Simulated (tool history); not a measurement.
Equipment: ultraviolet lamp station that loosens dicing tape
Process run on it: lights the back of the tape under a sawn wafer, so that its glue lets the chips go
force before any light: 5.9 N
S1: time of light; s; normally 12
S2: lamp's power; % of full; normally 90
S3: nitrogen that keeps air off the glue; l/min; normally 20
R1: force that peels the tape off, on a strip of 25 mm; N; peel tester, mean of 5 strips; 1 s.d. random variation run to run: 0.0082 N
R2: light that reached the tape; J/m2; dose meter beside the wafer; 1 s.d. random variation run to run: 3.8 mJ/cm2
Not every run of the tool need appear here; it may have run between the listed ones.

run,hour,S1,S2,S3,R1,R2
1,0.0,12,90,20,0.312,6360
2,11.3,12,90,24,0.317,6340
3,19.6,12,65,24,0.468,4640
4,26.2,12,65,24,0.458,4600
5,34.3,12,65,24,0.472,4630
6,42.1,12,65,24,0.462,4590
7,49.8,12,90,38,0.284,6370
8,62.5,12,90,38,0.292,6360
9,73.7,12,97,20,0.306,6790
10,84.5,12,95,20,0.314,6640
11,95.0,12,95,20,0.300,6660
12,102.4,12,95,20,0.308,6650
13,115.3,12,95,20,0.298,6640
14,121.6,12,90,20,0.329,6280
15,133.3,12,90,20,0.324,6330
16,145.6,7,90,20,0.688,3660
17,158.7,8,90,20,0.565,4200
18,171.2,8,90,20,0.571,4210
19,179.5,8,90,20,0.576,4190
20,193.2,12,67,7,0.724,4660
21,205.8,12,67,7,0.744,4650
22,211.6,8,86,23,0.591,3950
23,217.8,8,86,23,0.580,3970
24,225.1,8,86,23,0.583,3940
25,237.4,12,93,18,0.332,6460
26,250.3,12,93,18,0.330,6470
27,264.3,12,81,10,0.464,5640
28,271.2,6,62,19,1.548,2150
29,281.0,6,85,14,1.116,2920
30,294.6,23,98,13,0.246,12920
31,307.8,7,81,16,0.856,3290
32,318.8,7,81,16,0.925,3250
# hour 321.2: gauge calibrated
33,325.5,18,90,10,0.285,9490
34,337.4,18,90,10,0.265,9570
35,350.8,17,63,10,0.416,6340
# hour 354.8: window cleaned of glue's vapour
36,358.2,16,93,26,0.265,8730
37,365.4,16,93,26,0.254,8700
38,378.7,8,86,39,0.506,4040

For some of the steps in R2 from one run to the next: how much would appear even if the tool had no hidden state, given the settings, what came in and random variation, and how much remains for the hidden state plus any gauge scatter that the measured result and the result without hidden state don't share?
Hidden conditions of the tool in this case: lamp's light, % of a new lamp's; light that the window lets through, % of a clean one's; drift of the gauge itself on peel_n, %; drift of the gauge itself on dose_mj_cm2, %.
Run 27 -> 28: S1 12 -> 6, S2 81 -> 62, S3 10 -> 19. R2 -3490 J/m2: hidden state +90, all else -3580.
Run 29 -> 30: S1 6 -> 23, S2 85 -> 98, S3 14 -> 13. R2 +10000 J/m2: hidden state -290, all else +10290.
Run 30 -> 31: S1 23 -> 7, S2 98 -> 81, S3 13 -> 16. R2 -9630 J/m2: hidden state +270, all else -9900.
Run 32 -> 33: S1 7 -> 18, S2 81 -> 90, S3 16 -> 10, gauge calibrated. R2 +6240 J/m2: hidden state +80, all else +6160.

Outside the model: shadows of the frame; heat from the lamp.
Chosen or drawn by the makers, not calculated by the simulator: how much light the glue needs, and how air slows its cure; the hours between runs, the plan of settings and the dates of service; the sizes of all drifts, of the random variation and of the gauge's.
